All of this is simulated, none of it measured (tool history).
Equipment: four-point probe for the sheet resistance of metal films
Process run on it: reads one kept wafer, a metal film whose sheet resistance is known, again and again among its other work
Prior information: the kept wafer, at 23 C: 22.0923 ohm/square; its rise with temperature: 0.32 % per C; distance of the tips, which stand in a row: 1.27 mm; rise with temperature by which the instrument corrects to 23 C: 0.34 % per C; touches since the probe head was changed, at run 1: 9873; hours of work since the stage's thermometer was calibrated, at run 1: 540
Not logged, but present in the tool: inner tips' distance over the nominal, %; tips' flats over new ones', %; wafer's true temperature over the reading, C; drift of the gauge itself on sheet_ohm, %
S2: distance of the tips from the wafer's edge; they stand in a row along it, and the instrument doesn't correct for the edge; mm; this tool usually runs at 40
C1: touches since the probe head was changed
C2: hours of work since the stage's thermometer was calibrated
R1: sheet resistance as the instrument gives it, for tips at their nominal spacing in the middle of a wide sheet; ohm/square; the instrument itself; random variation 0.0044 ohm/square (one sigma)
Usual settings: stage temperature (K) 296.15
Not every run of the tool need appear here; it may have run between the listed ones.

run 1 hour=0.0 | stage_temperature_(K)=296.15 S2=40 | C1=9873 C2=540 | R1=21.990816
run 2 hour=21.1 | stage_temperature_(K)=296.15 S2=40 | C1=10361 C2=549 | R1=21.991997
run 3 hour=43.7 | stage_temperature_(K)=296.15 S2=40 | C1=10881 C2=560 | R1=21.981681
run 4 hour=67.8 | stage_temperature_(K)=296.15 S2=40 | C1=11440 C2=571 | R1=21.997954
run 5 hour=80.8 | stage_temperature_(K)=296.15 S2=40 | C1=11739 C2=577 | R1=21.977103
run 6 hour=102.7 | stage_temperature_(K)=296.15 S2=40 | C1=12244 C2=587 | R1=21.983911
run 7 hour=125.0 | stage_temperature_(K)=296.15 S2=40 | C1=12760 C2=597 | R1=21.992222
run 8 hour=153.7 | stage_temperature_(K)=296.15 S2=38 | C1=13422 C2=610 | R1=21.984855
run 9 hour=168.7 | stage_temperature_(K)=296.15 S2=38 | C1=13767 C2=617 | R1=21.977383
run 10 hour=192.6 | stage_temperature_(K)=296.15 S2=38 | C1=14319 C2=628 | R1=21.975870
run 11 hour=219.1 | stage_temperature_(K)=296.15 S2=38 | C1=14931 C2=640 | R1=21.991087
run 12 hour=244.0 | stage_temperature_(K)=296.15 S2=40 | C1=15506 C2=651 | R1=21.979152
run 13 hour=264.8 | stage_temperature_(K)=296.15 S2=27 | C1=15986 C2=661 | R1=21.983165
run 14 hour=285.8 | stage_temperature_(K)=296.15 S2=27 | C1=16472 C2=671 | R1=21.986660
run 15 hour=302.1 | stage_temperature_(K)=296.15 S2=40 | C1=16847 C2=678 | R1=21.974452
run 16 hour=318.7 | stage_temperature_(K)=296.15 S2=40 | C1=17230 C2=686 | R1=21.970961
run 17 hour=346.5 | stage_temperature_(K)=296.15 S2=40 | C1=17872 C2=698 | R1=21.967853
-- hour=348.3 stage's thermometer calibrated
run 18 hour=374.5 | stage_temperature_(K)=296.15 S2=40 | C1=18507 C2=12 | R1=21.978432
run 19 hour=400.2 | stage_temperature_(K)=296.15 S2=40 | C1=19100 C2=24 | R1=21.986543
run 20 hour=421.4 | stage_temperature_(K)=298.15 S2=40 | C1=19591 C2=33 | R1=21.976012
run 21 hour=440.4 | stage_temperature_(K)=296.15 S2=8 | C1=20028 C2=42 | R1=22.264815
run 22 hour=456.4 | stage_temperature_(K)=296.15 S2=8 | C1=20397 C2=49 | R1=22.263987
run 23 hour=480.3 | stage_temperature_(K)=296.15 S2=8 | C1=20949 C2=60 | R1=22.262048
-- hour=496.1 stage's thermometer calibrated, once more
run 24 hour=508.5 | stage_temperature_(K)=297.15 S2=8 | C1=21590 C2=6 | R1=22.229311
run 25 hour=532.6 | stage_temperature_(K)=303.15 S2=4 | C1=22145 C2=17 | R1=23.035538
run 26 hour=554.3 | stage_temperature_(K)=303.15 S2=4 | C1=22647 C2=27 | R1=23.035711
run 27 hour=567.0 | stage_temperature_(K)=308.15 S2=11 | C1=22938 C2=32 | R1=22.049096
run 28 hour=588.0 | stage_temperature_(K)=299.15 S2=33 | C1=23425 C2=42 | R1=21.943192
run 29 hour=610.8 | stage_temperature_(K)=299.15 S2=4 | C1=23951 C2=52 | R1=23.053225
run 30 hour=637.0 | stage_temperature_(K)=299.15 S2=13 | C1=24556 C2=64 | R1=22.039145
run 31 hour=649.6 | stage_temperature_(K)=308.15 S2=5 | C1=24845 C2=70 | R1=22.630486
run 32 hour=663.4 | stage_temperature_(K)=301.15 S2=10 | C1=25164 C2=77 | R1=22.105146
run 33 hour=681.8 | stage_temperature_(K)=299.15 S2=12 | C1=25590 C2=85 | R1=22.052180
run 34 hour=693.9 | stage_temperature_(K)=292.15 S2=7 | C1=25868 C2=90 | R1=22.334790
run 35 hour=712.0 | stage_temperature_(K)=294.15 S2=7 | C1=26287 C2=99 | R1=22.310658
run 36 hour=737.0 | stage_temperature_(K)=294.15 S2=7 | C1=26865 C2=110 | R1=22.317364
run 37 hour=757.8 | stage_temperature_(K)=294.15 S2=7 | C1=27345 C2=120 | R1=22.315590
run 38 hour=785.4 | stage_temperature_(K)=294.15 S2=7 | C1=27981 C2=132 | R1=22.313450
run 39 hour=802.1 | stage_temperature_(K)=295.15 S2=24 | C1=28367 C2=140 | R1=21.958055
run 40 hour=822.8 | stage_temperature_(K)=298.15 S2=24 | C1=28844 C2=149 | R1=21.943837
run 41 hour=840.1 | stage_temperature_(K)=304.15 S2=10 | C1=29244 C2=157 | R1=22.087536
run 42 hour=857.8 | stage_temperature_(K)=305.15 S2=11 | C1=29652 C2=165 | R1=22.047795
run 43 hour=877.5 | stage_temperature_(K)=305.15 S2=11 | C1=30106 C2=174 | R1=22.053095
run 44 hour=904.5 | stage_temperature_(K)=308.15 S2=14 | C1=30730 C2=187 | R1=21.976709
run 45 hour=919.6 | stage_temperature_(K)=302.15 S2=7 | C1=31079 C2=194 | R1=22.279548
run 46 hour=946.6 | stage_temperature_(K)=296.15 S2=71 | C1=31701 C2=206 | R1=21.922454

Pick out some run-to-run changes in R1. Of each, how much would a tool without hidden state show as well, from the settings, what came in and chance, and how much is left for the hidden state and any gauge scatter not in both results compared?
Run 17 -> 18: stage's thermometer calibrated. R1 +0.010579 ohm/square: hidden state +0.008248, all else +0.002331.
Run 23 -> 24: stage temperature (K) 296.15 -> 297.15, stage's thermometer calibrated, once more. R1 -0.032737 ohm/square: hidden state -0.028914, all else -0.003823.
Run 26 -> 27: stage temperature (K) 303.15 -> 308.15, S2 4 -> 11. R1 -0.986615 ohm/square: hidden state +0.005912, all else -0.992527.
Run 28 -> 29: S2 33 -> 4. R1 +1.110033 ohm/square: hidden state -0.008416, all else +1.118449.
Run 29 -> 30: S2 4 -> 13. R1 -1.014080 ohm/square: hidden state +0.005585, all else -1.019665.

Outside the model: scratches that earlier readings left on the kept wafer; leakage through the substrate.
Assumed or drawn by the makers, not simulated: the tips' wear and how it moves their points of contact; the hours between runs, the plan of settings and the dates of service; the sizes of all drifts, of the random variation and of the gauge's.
